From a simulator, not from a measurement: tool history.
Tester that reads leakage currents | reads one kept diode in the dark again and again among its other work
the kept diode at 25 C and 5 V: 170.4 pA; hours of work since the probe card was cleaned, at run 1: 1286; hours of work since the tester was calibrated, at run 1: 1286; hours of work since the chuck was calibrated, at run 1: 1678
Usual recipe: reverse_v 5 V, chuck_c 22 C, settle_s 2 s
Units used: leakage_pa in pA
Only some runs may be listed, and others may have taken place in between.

run	day	reverse_v	chuck_c	settle_s	hours of work since the probe card was cleaned	hours of work since the tester was calibrated	hours of work since the chuck was calibrated	leakage_pa
1	0	5	22	2	1286	1286	1678	142.26
2	1.712	5	29	2	1315	1315	1707	260.45
3	3.6	5	22	2	1348	1348	1740	142.65
4	5.362	5	36	2	1378	1378	1770	466.38
5	7.558	5	21	2	1416	1416	1808	132.03
6	10.029	5	22	2	1458	1458	1851	144.21
7	11.646	5	22	2	1486	1486	1878	143.78
8	14.304	5	22	2	1532	1532	1924	143.44
9	15.492	5	22	2	1552	1552	1944	144.04
10	17.138	5	22	2	1580	1580	1973	144.45
11	18.788	5	23	2	1609	1609	2001	157.56
12	20.196	5.62	22	2	1633	1633	2025	152.31
13	22.471	1.09	22	2	1672	1672	2064	76.77
14	23.625	1.09	22	2	1692	1692	2084	76.71
15	25.825	1.09	22	2	1730	1730	2122	76.73
# day 26.192: probe card cleaned and baked
16	27.804	5	22	2	28	1761	2154	142.31
17	30.033	5	22	0.51	66	1800	2192	144.9
18	31.433	5	22	0.51	90	1824	2216	144.73
19	33.758	5	22	0.51	130	1864	2256	145.61
20	36.183	19.75	22	2	172	1906	2298	252.9
21	38.312	2.21	22	2	208	1942	2335	102.75
22	40.158	14.16	22	0.32	240	1974	2366	230.98
23	41.588	14.16	22	0.32	265	1998	2391	232.13
24	42.775	18.72	37	0.49	285	2019	2411	893.94
# day 43.029: chuck's temperature calibrated
25	44.483	7.67	33	1.69	313	2047	25	396.64
26	46.629	7.67	33	1.69	350	2084	62	396.91
27	49.35	8.74	36	0.68	397	2130	109	539.79
28	51.888	8.74	36	0.68	440	2174	152	541.73
29	53.517	4.04	31	2	468	2202	180	260.71
30	56.083	4.04	36	2	512	2246	224	395.56
31	58.492	4.04	45	0.51	554	2288	266	810.31
32	60.354	3.7	59	1.18	586	2320	298	2206.21
33	62.079	1.1	23	1.14	616	2349	327	76.36
34	63.983	2.25	23	2	648	2382	360	103.06
35	65.775	14.32	23	2	679	2413	391	222.93
36	68.088	13.71	22	5.13	719	2453	431	200.15
37	70.333	11.01	46	2	757	2491	469	1322.97
38	71.567	11.01	46	2	779	2512	491	1324.56
39	72.792	2.94	46	3.22	800	2533	512	771.49
40	74.171	10.8	25	3.22	823	2557	535	239
41	76.233	10.8	25	3.22	859	2593	571	237.19

A few steps of leakage_pa between consecutive runs. Split each: what settings, incoming material and random variation would produce without the hidden state, and what is left over for the hidden state, along with gauge scatter present in only one of the two compared results (measured, and without hidden state):
Hidden state at play: stray current of the dirty probe card, pA a volt; current scale over the true one, %; true chuck temperature over the reading, C; drift of the gauge itself on leakage_pa, %.
Run 23 -> 24: reverse_v 14.16 -> 18.72, chuck_c 22 -> 37, settle_s 0.32 -> 0.49. leakage_pa +661.81 pA: hidden state +52.87, all else +608.94.
Run 24 -> 25: reverse_v 18.72 -> 7.67, chuck_c 37 -> 33, settle_s 0.49 -> 1.69, chuck's temperature calibrated. leakage_pa -497.3 pA: hidden state -82.82, all else -414.48.
Run 31 -> 32: reverse_v 4.04 -> 3.7, chuck_c 45 -> 59, settle_s 0.51 -> 1.18. leakage_pa +1395.9 pA: hidden state -16.82, all else +1412.72.
Run 32 -> 33: reverse_v 3.7 -> 1.1, chuck_c 59 -> 23, settle_s 1.18 -> 1.14. leakage_pa -2129.85 pA: hidden state +26.91, all else -2156.76.
Run 36 -> 37: reverse_v 13.71 -> 11.01, chuck_c 22 -> 46, settle_s 5.13 -> 2. leakage_pa +1122.82 pA: hidden state -8.57, all else +1131.39.
